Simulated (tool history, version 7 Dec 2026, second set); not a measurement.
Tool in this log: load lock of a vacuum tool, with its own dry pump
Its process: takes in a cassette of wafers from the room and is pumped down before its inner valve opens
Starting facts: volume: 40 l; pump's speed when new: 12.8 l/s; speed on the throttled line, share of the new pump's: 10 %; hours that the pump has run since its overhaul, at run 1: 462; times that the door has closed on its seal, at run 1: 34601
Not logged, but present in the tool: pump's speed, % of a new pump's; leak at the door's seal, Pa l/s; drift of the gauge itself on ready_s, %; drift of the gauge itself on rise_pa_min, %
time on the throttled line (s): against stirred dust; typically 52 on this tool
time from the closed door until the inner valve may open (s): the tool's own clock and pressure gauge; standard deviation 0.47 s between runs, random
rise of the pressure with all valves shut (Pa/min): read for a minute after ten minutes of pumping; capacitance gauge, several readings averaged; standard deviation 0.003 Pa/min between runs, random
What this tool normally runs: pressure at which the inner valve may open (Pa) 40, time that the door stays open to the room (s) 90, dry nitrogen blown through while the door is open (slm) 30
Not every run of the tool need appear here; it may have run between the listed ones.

| run | hour | time on the throttled line (s) | pressure at which the inner valve may open (Pa) | time that the door stays open to the room (s) | dry nitrogen blown through while the door is open (slm) | hours that the pump has run since its overhaul | times that the door has closed on its seal | incoming humidity of the room's air, % | time from the closed door until the inner valve may open (s) | rise of the pressure with all valves shut (Pa/min) |
|---|---|---|---|---|---|---|---|---|---|---|
| 1 | 0 | 52 | 40 | 90 | 30 | 462 | 34601 | 42.9 | 71.7 | 0.073 |
| 2 | 135.4 | 52 | 40 | 49 | 30 | 597 | 35053 | 44 | 72.7 | 0.077 |
| 3 | 372.9 | 52 | 40 | 49 | 30 | 835 | 35847 | 46.9 | 71.7 | 0.073 |
| 4 | 519.7 | 52 | 40 | 90 | 30 | 981 | 36337 | 43.4 | 72 | 0.078 |
| 5 | 812.4 | 103 | 40 | 90 | 30 | 1274 | 37315 | 42.8 | 118 | 0.085 |
| 6 | 1026.6 | 103 | 40 | 90 | 30 | 1488 | 38031 | 46.5 | 117.6 | 0.081 |
| 7 | 1260.2 | 103 | 40 | 90 | 5 | 1722 | 38811 | 45.3 | 118.3 | 0.118 |
| 8 | 1450.6 | 103 | 40 | 90 | 5 | 1912 | 39447 | 48.1 | 120.1 | 0.122 |
| 9 | 1759 | 52 | 40 | 195 | 30 | 2221 | 40477 | 47.4 | 72.5 | 0.101 |
| 10 | 1912.5 | 52 | 40 | 195 | 30 | 2374 | 40990 | 45.5 | 72 | 0.101 |
| 11 | 2104.5 | 52 | 40 | 90 | 41 | 2566 | 41632 | 46 | 73 | 0.082 |
| 12 | 2284 | 52 | 47 | 90 | 30 | 2746 | 42231 | 46.4 | 72.1 | 0.092 |
| 13 | 2509.8 | 52 | 47 | 90 | 30 | 2971 | 42986 | 45.5 | 72.8 | 0.095 |
| 14 | 2760.6 | 52 | 40 | 90 | 30 | 3222 | 43823 | 44.5 | 72.3 | 0.089 |
| 15 | 3054.6 | 48 | 40 | 90 | 30 | 3516 | 44806 | 46.2 | 69.6 | 0.099 |
| 16 | 3222.5 | 48 | 40 | 90 | 30 | 3684 | 45366 | 44.6 | 68.8 | 0.097 |
| 17 | 3526.4 | 48 | 40 | 90 | 30 | 3988 | 46382 | 43.5 | 69.6 | 0.101 |
| 18 | 3728.4 | 48 | 40 | 90 | 30 | 4190 | 47056 | 48.1 | 69.4 | 0.101 |
| 19 | 3907.8 | 48 | 40 | 90 | 30 | 4370 | 47656 | 47.5 | 70 | 0.108 |
| 20 | 4157.6 | 52 | 40 | 216 | 34 | 4619 | 48491 | 42.7 | 72.8 | 0.119 |
| 21 | 4322.4 | 52 | 40 | 216 | 34 | 4784 | 49041 | 48.8 | 73 | 0.124 |
| 22 | 4546.1 | 45 | 67 | 90 | 30 | 5008 | 49788 | 42.3 | 65.7 | 0.104 |
| 23 | 4725 | 91 | 72 | 90 | 4 | 5187 | 50386 | 47.9 | 105.2 | 0.145 |
| 24 | 5027.5 | 91 | 72 | 90 | 4 | 5489 | 51397 | 40.6 | 105.5 | 0.144 |
| 25 | 5169.4 | 52 | 40 | 105 | 30 | 5631 | 51871 | 46.2 | 73.2 | 0.122 |
| 26 | 5462.2 | 39 | 78 | 105 | 30 | 5924 | 52849 | 44 | 59.4 | 0.117 |
| 27 | 5593.5 | 39 | 78 | 25 | 19 | 6055 | 53287 | 41.6 | 59.6 | 0.107 |
| 28 | 5844.3 | 29 | 78 | 25 | 19 | 6306 | 54125 | 45.6 | 50.6 | 0.11 |
| 29 | 5975.7 | 32 | 40 | 88 | 38 | 6437 | 54564 | 44.7 | 55.5 | 0.125 |
| 30 | 6260.3 | 50 | 29 | 31 | 38 | 6722 | 55515 | 45.5 | 72.9 | 0.113 |
| 31 | 6478.5 | 52 | 30 | 90 | 29 | 6940 | 56244 | 44.9 | 75.2 | 0.122 |
| 32 | 6771.5 | 28 | 40 | 90 | 9 | 7233 | 57223 | 40.9 | 52.3 | 0.146 |
| 33 | 7030.6 | 28 | 47 | 90 | 9 | 7492 | 58088 | 44.4 | 52.1 | 0.163 |
| 34 | 7311.7 | 28 | 47 | 64 | 24 | 7773 | 59027 | 48.2 | 52.4 | 0.132 |
| 35 | 7446.8 | 28 | 47 | 64 | 24 | 7909 | 59479 | 43.9 | 52.2 | 0.13 |
| 36 | 7718.2 | 28 | 47 | 64 | 24 | 8180 | 60385 | 46.1 | 52.1 | 0.134 |
| 37 | 7853.7 | 28 | 34 | 169 | 24 | 8315 | 60838 | 47.4 | 54 | 0.16 |

Consider 3 possible next runs. They are alternatives, not a sequence: every one starts from the tool as it was left by run 37. What does each give?
| A | 8060.2 | 64 | 66 | 90 | 30 | 8522 | 61528 | 44.8 | ? | ? |
| B | 8060.2 | 52 | 73 | 90 | 5 | 8522 | 61528 | 45.3 | ? | ? |
| C | 8060.2 | 52 | 69 | 65 | 30 | 8522 | 61528 | 43.9 | ? | ? |

| run | time from the closed door until the inner valve may open (s) | rise of the pressure with all valves shut (Pa/min) |
|---|---|---|
| A | 83.1 | 0.14 |
| B | 71.3 | 0.167 |
| C | 72.8 | 0.142 |
Take away the tool's hidden state, keep each run's random variation, and the runs would have read:
| run | time from the closed door until the inner valve may open (s) | rise of the pressure with all valves shut (Pa/min) |
|---|---|---|
| A | 80.8 | 0.03 |
| B | 68.9 | 0.056 |
| C | 70.3 | 0.028 |
